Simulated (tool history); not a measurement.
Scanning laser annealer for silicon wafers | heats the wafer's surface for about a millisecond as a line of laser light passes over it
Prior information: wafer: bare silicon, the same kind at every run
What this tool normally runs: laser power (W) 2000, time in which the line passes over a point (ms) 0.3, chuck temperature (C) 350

| run | hour | laser power (W) | time in which the line passes over a point (ms) | chuck temperature (C) | highest temperature of the surface (C) |
|---|---|---|---|---|---|
| 1 | 0 | 2000 | 0.3 | 350 | 1116 |
| 2 | 16.7 | 1946 | 0.3 | 350 | 1086 |
| 3 | 41.5 | 1946 | 0.3 | 350 | 1089 |
| 4 | 70.9 | 1946 | 0.3 | 350 | 1083 |
| 5 | 89.5 | 1946 | 0.3 | 350 | 1089 |
| 6 | 103.5 | 2000 | 0.273 | 350 | 1076 |
| 7 | 128.6 | 2000 | 0.273 | 350 | 1074 |
| 8 | 144.7 | 2000 | 0.273 | 350 | 1074 |
| 9 | 164.5 | 2000 | 0.273 | 350 | 1070 |
| 10 | 182.2 | 2000 | 0.3 | 348 | 1111 |
| 11 | 209.3 | 2000 | 0.3 | 348 | 1104 |
| 12 | 222.5 | 2000 | 0.3 | 348 | 1104 |
| 13 | 247.8 | 2000 | 0.237 | 348 | 1016 |
| 14 | 272.2 | 2000 | 0.237 | 348 | 1016 |
| 15 | 287.7 | 2000 | 0.237 | 348 | 1014 |
| 16 | 303.9 | 2000 | 0.237 | 348 | 1016 |
| 17 | 323.6 | 2000 | 0.237 | 348 | 1014 |
| 18 | 348.2 | 2000 | 0.3 | 350 | 1099 |
|  | 352.7 | window over the wafer cleaned |
| 19 | 369.8 | 1762 | 0.354 | 353 | 1035 |
| 20 | 389.9 | 1762 | 0.354 | 387 | 1071 |
| 21 | 409.6 | 2139 | 0.296 | 341 | 1133 |
| 22 | 428.1 | 2158 | 0.3 | 342 | 1151 |
| 23 | 456.3 | 2158 | 0.3 | 342 | 1148 |
| 24 | 469.6 | 1761 | 0.295 | 364 | 979 |
| 25 | 489.8 | 1715 | 0.26 | 350 | 909 |
| 26 | 507.6 | 1715 | 0.26 | 350 | 908 |
| 27 | 531.2 | 1988 | 0.222 | 371 | 989 |
|  | 535.5 | window over the wafer cleaned, once more |
| 28 | 559.5 | 1988 | 0.222 | 371 | 1024 |
| 29 | 572.7 | 2022 | 0.277 | 371 | 1114 |
| 30 | 592.2 | 2185 | 0.258 | 327 | 1118 |
| 31 | 617.5 | 2185 | 0.258 | 327 | 1115 |
| 32 | 633.7 | 2185 | 0.258 | 327 | 1117 |
| 33 | 651.5 | 1963 | 0.247 | 366 | 1037 |
| 34 | 676.7 | 1963 | 0.247 | 366 | 1034 |
| 35 | 705.6 | 1963 | 0.247 | 366 | 1036 |
| 36 | 728.6 | 2155 | 0.319 | 318 | 1173 |

Each run again, without the hidden state but with its own random variation kept:
Hidden state at play: light that passes the window, % of a clean one's; laser's true power over the reading, %; width of the line over the set one, %; drift of the gauge itself on peak_c, C.
| run | highest temperature of the surface (C) |
|---|---|
| 1 | 1138 |
| 2 | 1108 |
| 3 | 1112 |
| 4 | 1107 |
| 5 | 1114 |
| 6 | 1101 |
| 7 | 1100 |
| 8 | 1101 |
| 9 | 1098 |
| 10 | 1141 |
| 11 | 1135 |
| 12 | 1136 |
| 13 | 1046 |
| 14 | 1047 |
| 15 | 1045 |
| 16 | 1048 |
| 17 | 1047 |
| 18 | 1138 |
| 19 | 1084 |
| 20 | 1120 |
| 21 | 1192 |
| 22 | 1212 |
| 23 | 1211 |
| 24 | 1027 |
| 25 | 954 |
| 26 | 954 |
| 27 | 1040 |
| 28 | 1043 |
| 29 | 1137 |
| 30 | 1144 |
| 31 | 1141 |
| 32 | 1145 |
| 33 | 1061 |
| 34 | 1059 |
| 35 | 1062 |
| 36 | 1208 |

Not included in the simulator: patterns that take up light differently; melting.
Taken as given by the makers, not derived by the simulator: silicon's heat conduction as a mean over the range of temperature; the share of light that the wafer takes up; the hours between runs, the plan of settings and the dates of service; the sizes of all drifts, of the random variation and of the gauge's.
